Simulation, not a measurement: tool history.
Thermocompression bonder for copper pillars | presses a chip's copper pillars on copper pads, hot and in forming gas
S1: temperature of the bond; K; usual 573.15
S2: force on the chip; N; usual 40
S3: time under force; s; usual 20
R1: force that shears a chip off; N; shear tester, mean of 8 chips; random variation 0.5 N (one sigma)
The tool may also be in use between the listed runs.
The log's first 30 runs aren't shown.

Run 31, hour 910: usual settings but S1 565.15 K, S3 24 s. Result: R1 72.9 N.
Run 32, hour 930.5: usual settings but S1 565.15 K, S3 24 s. Result: R1 73.3 N.
Run 33, hour 952.6: usual settings but S2 34 N, S3 25 s. Result: R1 71 N.
Run 34, hour 991.8: usual settings but S2 34 N, S3 25 s. Result: R1 71.7 N.
Run 35, hour 1021.7: usual settings but S2 34 N, S3 25 s. Result: R1 71.6 N.
Run 36, hour 1063.3: usual settings but S2 34 N, S3 25 s. Result: R1 69.5 N.
Run 37, hour 1089.1: usual settings but S2 43 N. Result: R1 73.9 N.
Run 38, hour 1117.6: usual settings but S1 593.15 K, S2 37 N. Result: R1 77.5 N.
Run 39, hour 1158: usual settings but S1 593.15 K, S2 37 N. Result: R1 77.1 N.

Forecast each of these 5 alternatives for the next run:
Run A, hour 1185.1: usual settings but S1 593.15 K, S2 44 N, S3 48 s. Result: R1 ?.
Run B, hour 1185.1: usual settings but S1 571.15 K, S2 37 N. Result: R1 ?.
Run C, hour 1185.1: usual settings but S1 581.15 K, S2 54 N, S3 23 s. Result: R1 ?.
Run D, hour 1185.1: usual settings but S1 560.15 K. Result: R1 ?.
Run E, hour 1185.1: usual settings but S1 546.15 K, S2 44 N, S3 12 s. Result: R1 ?.

run    R1
  A  91.9
  B  67.7
  C  84.9
  D    64
  E  52.4
Without the tool's hidden state the same runs would have given:
run    R1
  A  95.7
  B  72.2
  C  89.1
  D  68.4
  E  56.6
